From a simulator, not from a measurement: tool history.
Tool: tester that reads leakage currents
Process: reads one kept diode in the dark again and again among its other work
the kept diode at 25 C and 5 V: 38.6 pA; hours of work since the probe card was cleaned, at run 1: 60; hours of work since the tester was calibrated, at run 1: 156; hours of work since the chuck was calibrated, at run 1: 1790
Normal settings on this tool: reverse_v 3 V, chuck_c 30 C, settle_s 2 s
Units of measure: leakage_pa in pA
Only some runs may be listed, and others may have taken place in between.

| run | hour | reverse_v | chuck_c | settle_s | hours of work since the probe card was cleaned | hours of work since the tester was calibrated | hours of work since the chuck was calibrated | leakage_pa |
|---|---|---|---|---|---|---|---|---|
| 1 | 0 | 3 | 30 | 2 | 60 | 156 | 1790 | 42.31 |
| 2 | 37.2 | 3 | 30 | 2 | 75 | 171 | 1805 | 42.21 |
| 3 | 61.6 | 3 | 30 | 2 | 85 | 180 | 1815 | 42.25 |
| 4 | 104.4 | 3 | 30 | 8.64 | 102 | 198 | 1832 | 42.2 |
| 5 | 147 | 3 | 30 | 8.64 | 119 | 215 | 1849 | 42.06 |
| 6 | 195.5 | 3 | 30 | 5.39 | 139 | 234 | 1869 | 42.02 |
| 7 | 232.9 | 14.55 | 30 | 5.39 | 154 | 249 | 1884 | 89.25 |
| 8 | 271.7 | 2.62 | 30 | 2 | 169 | 265 | 1900 | 39.48 |
| 9 | 298.3 | 2.62 | 30 | 2 | 180 | 276 | 1910 | 39.48 |
| 10 | 334.5 | 3 | 30 | 2 | 195 | 290 | 1925 | 42.18 |
| 11 | 358.6 | 3 | 30 | 2 | 204 | 300 | 1934 | 41.89 |
| 12 | 386 | 3 | 30 | 7.68 | 215 | 311 | 1946 | 42.08 |
| 13 | 423 | 3 | 30 | 7.68 | 230 | 326 | 1960 | 41.89 |
| 14 | 448.2 | 3 | 30 | 7.68 | 240 | 336 | 1971 | 41.79 |
| 15 | 485.1 | 3 | 30 | 0.5 | 255 | 351 | 1985 | 42.29 |
| 16 | 513.6 | 3.99 | 30 | 2 | 267 | 362 | 1997 | 48.15 |
| 17 | 558 | 3.99 | 30 | 2 | 284 | 380 | 2015 | 48.16 |
| 18 | 600.9 | 3.99 | 30 | 2 | 302 | 397 | 2032 | 47.93 |
| 19 | 638.1 | 3 | 30 | 2 | 317 | 412 | 2047 | 41.94 |
| 20 | 681.2 | 3 | 30 | 2 | 334 | 430 | 2064 | 41.92 |
| 21 | 701.9 | 3 | 38 | 2 | 342 | 438 | 2073 | 86.01 |
| 22 | 740.9 | 6.27 | 38 | 4.11 | 358 | 454 | 2088 | 121.09 |
| 23 | 769.5 | 6.27 | 38 | 4.11 | 370 | 465 | 2100 | 121.74 |
| 24 | 807.2 | 3.46 | 38 | 2.02 | 385 | 480 | 2115 | 91.63 |
| 25 | 827.9 | 7.69 | 31 | 4.95 | 393 | 489 | 2123 | 71.74 |
|  | 834.3 | chuck's temperature calibrated |
| 26 | 857.7 | 6.01 | 30 | 8.31 | 404 | 500 | 9 | 52.03 |
| 27 | 903.5 | 6.01 | 30 | 8.31 | 423 | 518 | 28 | 52.53 |
| 28 | 929.9 | 9.23 | 30 | 2.98 | 433 | 529 | 39 | 64.56 |
|  | 951.9 | chuck's temperature calibrated, once more |
| 29 | 969.5 | 1.03 | 22 | 2.98 | 448 | 544 | 7 | 14.22 |
| 30 | 1008.2 | 3 | 30 | 4.66 | 464 | 560 | 23 | 49.82 |
| 31 | 1052.4 | 1.45 | 30 | 6.03 | 482 | 577 | 40 | 35.08 |
| 32 | 1080.4 | 18.26 | 30 | 0.63 | 493 | 589 | 52 | 120.3 |
| 33 | 1123.4 | 8.38 | 49 | 8.27 | 510 | 606 | 69 | 412.37 |
| 34 | 1157.6 | 3 | 34 | 2 | 524 | 620 | 83 | 71.15 |
| 35 | 1196 | 3.06 | 40 | 0.35 | 540 | 635 | 98 | 121.23 |
| 36 | 1238.6 | 1.39 | 35 | 5.94 | 557 | 652 | 115 | 53.79 |
| 37 | 1275.5 | 6.43 | 46 | 0.67 | 572 | 667 | 130 | 284.31 |
| 38 | 1298.4 | 6.43 | 46 | 0.67 | 581 | 676 | 139 | 284.75 |
| 39 | 1325.5 | 6.43 | 46 | 0.67 | 592 | 687 | 150 | 283.88 |
| 40 | 1369.8 | 19.13 | 28 | 0.81 | 610 | 705 | 168 | 102.58 |

Hidden state or all else? Some run-to-run changes of leakage_pa, split into what the settings, what came in and random variation would give without the hidden state, and what is left for the hidden state (with any gauge scatter that isn't in both results):
Hidden state present: stray current of the dirty probe card, pA a volt; current scale over the true one, %; true chuck temperature over the reading, C; drift of the gauge itself on leakage_pa, %.
Run 7 -> 8: reverse_v 14.55 -> 2.62, settle_s 5.39 -> 2. leakage_pa -49.77 pA: hidden state +7.01, all else -56.78.
Run 20 -> 21: chuck_c 30 -> 38. leakage_pa +44.09 pA: hidden state -7.01, all else +51.1.
Run 28 -> 29: reverse_v 9.23 -> 1.03, chuck_c 30 -> 22, chuck's temperature calibrated, once more. leakage_pa -50.34 pA: hidden state +18.66, all else -69.
Run 32 -> 33: reverse_v 18.26 -> 8.38, chuck_c 30 -> 49, settle_s 0.63 -> 8.27. leakage_pa +292.07 pA: hidden state -0.79, all else +292.86.
Run 33 -> 34: reverse_v 8.38 -> 3, chuck_c 49 -> 34, settle_s 8.27 -> 2. leakage_pa -341.22 pA: hidden state -2.61, all else -338.61.
Run 36 -> 37: reverse_v 1.39 -> 6.43, chuck_c 35 -> 46, settle_s 5.94 -> 0.67. leakage_pa +230.52 pA: hidden state +1.19, all else +229.33.
